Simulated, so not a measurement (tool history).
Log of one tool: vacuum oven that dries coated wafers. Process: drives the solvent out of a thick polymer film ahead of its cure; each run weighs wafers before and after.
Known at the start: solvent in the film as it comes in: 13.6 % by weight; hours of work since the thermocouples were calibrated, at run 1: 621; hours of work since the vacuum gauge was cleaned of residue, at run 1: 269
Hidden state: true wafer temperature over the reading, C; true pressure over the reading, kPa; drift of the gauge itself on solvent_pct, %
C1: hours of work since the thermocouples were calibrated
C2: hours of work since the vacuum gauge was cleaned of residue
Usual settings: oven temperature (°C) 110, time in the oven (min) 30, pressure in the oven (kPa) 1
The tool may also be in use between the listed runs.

Run 1, hour 0: usual settings; C1 621; C2 269. Result: solvent left in the film (%) 1.17.
Run 2, hour 12.8: usual settings but time in the oven (min) 21; C1 629; C2 277. Result: solvent left in the film (%) 2.09.
Run 3, hour 33.9: usual settings but time in the oven (min) 50; C1 643; C2 290. Result: solvent left in the film (%) 0.62.
Run 4, hour 45.1: usual settings; C1 650; C2 297. Result: solvent left in the film (%) 1.18.
Run 5, hour 65.4: usual settings but pressure in the oven (kPa) 0.85; C1 663; C2 310. Result: solvent left in the film (%) 1.11.
Run 6, hour 86.9: usual settings but pressure in the oven (kPa) 0.85; C1 676; C2 324. Result: solvent left in the film (%) 1.11.
Run 7, hour 103.9: usual settings but pressure in the oven (kPa) 0.85; C1 687; C2 335. Result: solvent left in the film (%) 1.13.
Run 8, hour 119.8: usual settings; C1 697; C2 345. Result: solvent left in the film (%) 1.19.
Run 9, hour 143.3: usual settings; C1 712; C2 360. Result: solvent left in the film (%) 1.2.
Run 10, hour 162.7: usual settings; C1 725; C2 372. Result: solvent left in the film (%) 1.19.
Run 11, hour 178.3: usual settings but oven temperature (°C) 109, time in the oven (min) 35, pressure in the oven (kPa) 0.67; C1 735; C2 382. Result: solvent left in the film (%) 0.94.
Run 12, hour 202.3: usual settings but oven temperature (°C) 109, time in the oven (min) 35, pressure in the oven (kPa) 0.67; C1 750; C2 397. Result: solvent left in the film (%) 0.9.
Run 13, hour 227.8: usual settings but oven temperature (°C) 109, time in the oven (min) 35, pressure in the oven (kPa) 0.67; C1 766; C2 414. Result: solvent left in the film (%) 0.91.
Run 14, hour 239.5: usual settings but oven temperature (°C) 109, time in the oven (min) 35, pressure in the oven (kPa) 0.67; C1 773; C2 421. Result: solvent left in the film (%) 0.9.
Run 15, hour 251.4: usual settings but oven temperature (°C) 106, time in the oven (min) 28, pressure in the oven (kPa) 3.99; C1 781; C2 429. Result: solvent left in the film (%) 3.47.
Run 16, hour 269.1: usual settings but time in the oven (min) 16, pressure in the oven (kPa) 1.43; C1 792; C2 440. Result: solvent left in the film (%) 3.19.
Run 17, hour 292.7: usual settings but time in the oven (min) 16, pressure in the oven (kPa) 1.43; C1 807; C2 455. Result: solvent left in the film (%) 3.24.
Run 18, hour 314.8: usual settings but oven temperature (°C) 113, time in the oven (min) 16, pressure in the oven (kPa) 1.43; C1 821; C2 469. Result: solvent left in the film (%) 2.6.
Run 19, hour 334.3: usual settings but oven temperature (°C) 113, time in the oven (min) 16, pressure in the oven (kPa) 1.43; C1 834; C2 481. Result: solvent left in the film (%) 2.57.
Run 20, hour 349.8: usual settings but oven temperature (°C) 113, time in the oven (min) 16, pressure in the oven (kPa) 1.43; C1 844; C2 491. Result: solvent left in the film (%) 2.64.

Forecast each of these 3 alternatives for the next run:
Run A, hour 376.3: usual settings but oven temperature (°C) 122, time in the oven (min) 16, pressure in the oven (kPa) 1.52; C1 860; C2 508. Result: solvent left in the film (%) ?.
Run B, hour 376.3: usual settings but oven temperature (°C) 103, time in the oven (min) 16, pressure in the oven (kPa) 1.25; C1 860; C2 508. Result: solvent left in the film (%) ?.
Run C, hour 376.3: usual settings but oven temperature (°C) 113, time in the oven (min) 24, pressure in the oven (kPa) 3.71; C1 860; C2 508. Result: solvent left in the film (%) ?.

run  solvent left in the film (%)
  A                          1.27
  B                          4.77
  C                          2.44
Without the tool's hidden state the same runs would have given:
run  solvent left in the film (%)
  A                          1.12
  B                          4.47
  C                          2.24

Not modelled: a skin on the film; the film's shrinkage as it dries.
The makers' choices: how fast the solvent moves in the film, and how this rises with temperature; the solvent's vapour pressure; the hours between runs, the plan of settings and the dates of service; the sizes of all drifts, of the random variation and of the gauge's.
